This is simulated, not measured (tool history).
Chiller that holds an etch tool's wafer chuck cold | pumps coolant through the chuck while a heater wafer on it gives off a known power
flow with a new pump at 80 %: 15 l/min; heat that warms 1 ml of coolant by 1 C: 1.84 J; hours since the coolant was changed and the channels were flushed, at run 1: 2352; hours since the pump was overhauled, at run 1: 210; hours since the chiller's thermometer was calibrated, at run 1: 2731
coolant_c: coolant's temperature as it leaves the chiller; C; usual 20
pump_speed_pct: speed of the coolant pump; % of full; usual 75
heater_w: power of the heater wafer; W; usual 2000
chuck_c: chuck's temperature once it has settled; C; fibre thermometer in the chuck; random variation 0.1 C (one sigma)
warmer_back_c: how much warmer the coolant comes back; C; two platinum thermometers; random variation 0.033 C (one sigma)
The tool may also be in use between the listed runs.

run	hour	coolant_c	pump_speed_pct	heater_w	hours since the coolant was changed and the channels were flushed	hours since the pump was overhauled	hours since the chiller's thermometer was calibrated	chuck_c	warmer_back_c
1	0	20	75	2000	2352	210	2731	37.9	4.63
2	96.1	20	75	2000	2448	306	2827	38.1	4.68
3	195.4	20	75	2000	2547	405	2926	38.1	4.64
4	252.2	20	75	2422	2604	462	2983	41.8	5.6
5	296.3	10	75	2000	2648	506	3027	28	4.57
6	362.5	20	85	2000	2715	572	3093	36.7	4.02
# hour 416.2: coolant changed, channels flushed
7	416.2	20	85	2000	0	620	3141	36.5	4.02
8	470.4	20	85	2000	54	674	3195	36.5	3.95
9	542.6	20	85	2000	126	746	3267	36.5	4.07
10	584.4	20	75	2000	168	788	3309	38.2	4.65
11	650.5	20	75	1304	234	854	3375	31.9	2.95
12	693.3	20	76	1304	277	897	3418	31.6	2.94
13	759.8	20	76	1304	344	963	3485	31.5	2.95
14	844.5	20	76	1304	428	1048	3569	31.6	2.9
15	889.9	20	88	2000	474	1094	3615	36.2	3.84
16	937.4	20	75	2000	521	1141	3662	38	4.58
17	1028.3	20	75	2000	612	1232	3753	38.2	4.51
18	1106.7	11	85	2022	691	1310	3832	27.8	4.04
19	1177.6	20	89	2843	761	1381	3902	42.8	5.37
20	1247.5	21	66	1317	831	1451	3972	34.2	3.37
21	1341	16	65	2950	925	1545	4066	45.5	7.9
22	1407.6	16	65	2950	991	1611	4132	45.6	7.94
23	1467.5	21	78	2593	1051	1671	4192	43.9	5.65
24	1559.7	21	78	2593	1144	1763	4285	43.9	5.58
25	1644.8	21	78	2593	1229	1849	4370	43.9	5.62
26	1736.8	21	78	2593	1321	1941	4462	43.9	5.67
27	1788.8	21	78	2593	1373	1993	4514	43.9	5.6
28	1859.5	21	78	2593	1443	2063	4584	43.9	5.63
29	1939.9	21	76	1762	1524	2144	4665	36.8	3.87
30	1987.2	12	75	2000	1571	2191	4712	30.1	4.44
31	2075.5	14	82	1898	1659	2279	4800	30.2	3.83

Forecast each of these 5 alternatives for the next run:
A	2138.8	20	62	2000	1723	2343	4864	?	?
B	2138.8	20	84	1688	1723	2343	4864	?	?
C	2138.8	20	64	2000	1723	2343	4864	?	?
D	2138.8	20	68	1898	1723	2343	4864	?	?
E	2138.8	22	89	1251	1723	2343	4864	?	?

run	chuck_c	warmer_back_c
A	40.7	5.53
B	34	3.25
C	40	5.37
D	38.5	4.71
E	32	2.23
Without the tool's hidden state the same runs would have given:
run	chuck_c	warmer_back_c
A	40.7	5.73
B	34	3.45
C	40	5.57
D	38.5	4.91
E	32	2.43
